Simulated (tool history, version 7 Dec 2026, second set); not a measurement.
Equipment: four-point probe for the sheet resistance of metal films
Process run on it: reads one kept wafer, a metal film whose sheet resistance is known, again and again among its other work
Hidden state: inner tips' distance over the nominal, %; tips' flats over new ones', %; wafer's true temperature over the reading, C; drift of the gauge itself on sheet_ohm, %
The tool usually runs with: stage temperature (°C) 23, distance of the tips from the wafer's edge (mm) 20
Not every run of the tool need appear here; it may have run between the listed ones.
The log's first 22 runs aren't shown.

| run | hour | stage temperature (°C) | distance of the tips from the wafer's edge (mm) | touches since the probe head was changed | hours of work since the stage's thermometer was calibrated | sheet resistance as the instrument gives it (ohm/square) |
|---|---|---|---|---|---|---|
| 23 | 2130.2 | 19 | 7 | 41823 | 2708 | 2.67378 |
|  | 2194.5 | stage's thermometer calibrated |
| 24 | 2206.6 | 26 | 24 | 45740 | 8 | 2.659811 |
| 25 | 2310 | 26 | 24 | 51077 | 81 | 2.658568 |
| 26 | 2434.5 | 34 | 68 | 57501 | 168 | 2.648776 |
| 27 | 2547.3 | 24 | 11 | 63327 | 247 | 2.663137 |
|  | 2638.6 | new probe head fitted |
| 28 | 2659.8 | 24 | 11 | 1094 | 325 | 2.663986 |
| 29 | 2739.4 | 19 | 13 | 5200 | 381 | 2.668823 |
| 30 | 2841.8 | 18 | 8 | 10488 | 453 | 2.672988 |
| 31 | 2900.3 | 23 | 11 | 13504 | 494 | 2.665016 |
| 32 | 2963.7 | 20 | 5 | 16775 | 538 | 2.680876 |
| 33 | 3089.3 | 24 | 32 | 23259 | 626 | 2.661035 |
| 34 | 3202.9 | 25 | 4 | 29126 | 706 | 2.68163 |
| 35 | 3269.9 | 25 | 4 | 32580 | 753 | 2.681857 |

Run 36, settings as shown, results not yet in. Your forecast:
| 36 | 3397.3 | 19 | 20 | 39154 | 842 | ? |

Run 36 measured sheet resistance as the instrument gives it (ohm/square) 2.667088.
With the hidden condition absent and the run-to-run variation left alone, this run would have shown sheet resistance as the instrument gives it (ohm/square) 2.667533.

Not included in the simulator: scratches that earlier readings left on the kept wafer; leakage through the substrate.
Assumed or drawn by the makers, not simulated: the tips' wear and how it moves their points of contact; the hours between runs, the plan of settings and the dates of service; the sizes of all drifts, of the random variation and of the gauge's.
